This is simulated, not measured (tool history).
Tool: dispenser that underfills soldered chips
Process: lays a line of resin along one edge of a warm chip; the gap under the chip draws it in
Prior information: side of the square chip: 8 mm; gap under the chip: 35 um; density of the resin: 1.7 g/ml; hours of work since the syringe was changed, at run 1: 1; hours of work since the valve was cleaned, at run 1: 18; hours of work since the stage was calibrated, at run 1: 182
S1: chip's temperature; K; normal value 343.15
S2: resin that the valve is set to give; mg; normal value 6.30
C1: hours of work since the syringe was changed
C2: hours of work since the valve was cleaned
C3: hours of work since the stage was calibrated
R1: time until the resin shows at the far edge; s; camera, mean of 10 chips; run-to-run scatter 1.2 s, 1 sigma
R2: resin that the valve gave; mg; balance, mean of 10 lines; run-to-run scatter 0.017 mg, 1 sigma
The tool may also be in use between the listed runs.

run 1 day=0.000 | S1=343.15 S2=6.30 | C1=1 C2=18 C3=182 | R1=118.0 R2=6.24
run 2 day=0.225 | S1=343.15 S2=6.30 | C1=4 C2=22 C3=185 | R1=149.7 R2=6.23
run 3 day=0.454 | S1=338.15 S2=6.30 | C1=7 C2=25 C3=189 | R1=236.1 R2=6.25
-- day=0.675 new syringe of resin
run 4 day=0.875 | S1=338.15 S2=6.30 | C1=3 C2=31 C3=194 | R1=168.5 R2=6.21
run 5 day=1.300 | S1=338.15 S2=6.30 | C1=9 C2=37 C3=201 | R1=260.0 R2=6.15
-- day=1.417 new syringe of resin
run 6 day=1.529 | S1=343.15 S2=5.52 | C1=2 C2=40 C3=204 | R1=125.4 R2=5.42
run 7 day=1.792 | S1=343.15 S2=7.78 | C1=5 C2=44 C3=207 | R1=161.7 R2=7.63
run 8 day=2.008 | S1=333.15 S2=6.30 | C1=9 C2=47 C3=211 | R1=322.1 R2=6.17
-- day=2.154 new syringe of resin
run 9 day=2.354 | S1=333.15 S2=6.30 | C1=3 C2=52 C3=215 | R1=218.3 R2=6.14
run 10 day=2.608 | S1=336.15 S2=6.30 | C1=7 C2=56 C3=219 | R1=242.8 R2=6.15
-- day=2.875 new syringe of resin
run 11 day=3.071 | S1=336.15 S2=6.30 | C1=3 C2=62 C3=226 | R1=185.9 R2=6.14
run 12 day=3.325 | S1=329.15 S2=6.30 | C1=7 C2=66 C3=229 | R1=331.5 R2=6.12
run 13 day=3.567 | S1=329.15 S2=6.30 | C1=10 C2=69 C3=233 | R1=429.9 R2=6.10
-- day=3.621 new syringe of resin
run 14 day=3.962 | S1=349.15 S2=6.25 | C1=5 C2=75 C3=238 | R1=121.6 R2=6.05
-- day=4.367 new syringe of resin
run 15 day=4.450 | S1=349.15 S2=6.25 | C1=1 C2=82 C3=245 | R1=95.5 R2=6.02
run 16 day=4.671 | S1=349.15 S2=6.98 | C1=4 C2=85 C3=248 | R1=116.7 R2=6.70
run 17 day=4.962 | S1=352.15 S2=7.17 | C1=9 C2=89 C3=253 | R1=142.5 R2=6.87
-- day=5.092 new syringe of resin
run 18 day=5.271 | S1=340.15 S2=6.77 | C1=3 C2=93 C3=257 | R1=148.5 R2=6.48
run 19 day=5.483 | S1=356.15 S2=7.64 | C1=6 C2=96 C3=260 | R1=95.1 R2=7.31
-- day=5.817 dispensing valve cleaned and set on the balance
-- day=5.850 new syringe of resin
run 20 day=5.933 | S1=356.15 S2=7.64 | C1=1 C2=1 C3=266 | R1=67.6 R2=7.63
run 21 day=6.229 | S1=351.15 S2=5.95 | C1=5 C2=6 C3=270 | R1=115.4 R2=5.90
-- day=6.583 new syringe of resin
run 22 day=6.688 | S1=347.15 S2=7.17 | C1=1 C2=12 C3=276 | R1=100.2 R2=7.12
run 23 day=7.133 | S1=331.15 S2=7.68 | C1=8 C2=19 C3=283 | R1=330.8 R2=7.62
-- day=7.308 new syringe of resin
run 24 day=7.354 | S1=346.15 S2=7.47 | C1=1 C2=22 C3=286 | R1=98.2 R2=7.38
run 25 day=7.750 | S1=346.15 S2=7.47 | C1=6 C2=27 C3=292 | R1=148.0 R2=7.34

Each row is a separate what-if for the run after 25, all from the same tool condition, not one after another. Results?
-- day=8.033 new syringe of resin
run A day=8.033 | S1=351.15 S2=7.97 | C1=0 C2=31 C3=295 | R1=? R2=?
-- day=8.033 new syringe of resin
run B day=8.033 | S1=338.15 S2=5.48 | C1=0 C2=31 C3=295 | R1=? R2=?
-- day=8.033 new syringe of resin
run C day=8.033 | S1=343.15 S2=5.49 | C1=0 C2=31 C3=295 | R1=? R2=?
-- day=8.033 new syringe of resin
run D day=8.033 | S1=337.15 S2=6.00 | C1=0 C2=31 C3=295 | R1=? R2=?
-- day=8.033 new syringe of resin
run E day=8.033 | S1=343.15 S2=5.98 | C1=0 C2=31 C3=295 | R1=? R2=?

run=A R1=76.9 R2=7.89
run=B R1=138.2 R2=5.41
run=C R1=111.1 R2=5.41
run=D R1=145.4 R2=5.89
run=E R1=110.2 R2=5.88
Without the tool's hidden state the same runs would have given:
run=A R1=82.5 R2=8.02
run=B R1=148.7 R2=5.50
run=C R1=119.3 R2=5.50
run=D R1=156.7 R2=5.99
run=E R1=118.4 R2=5.97
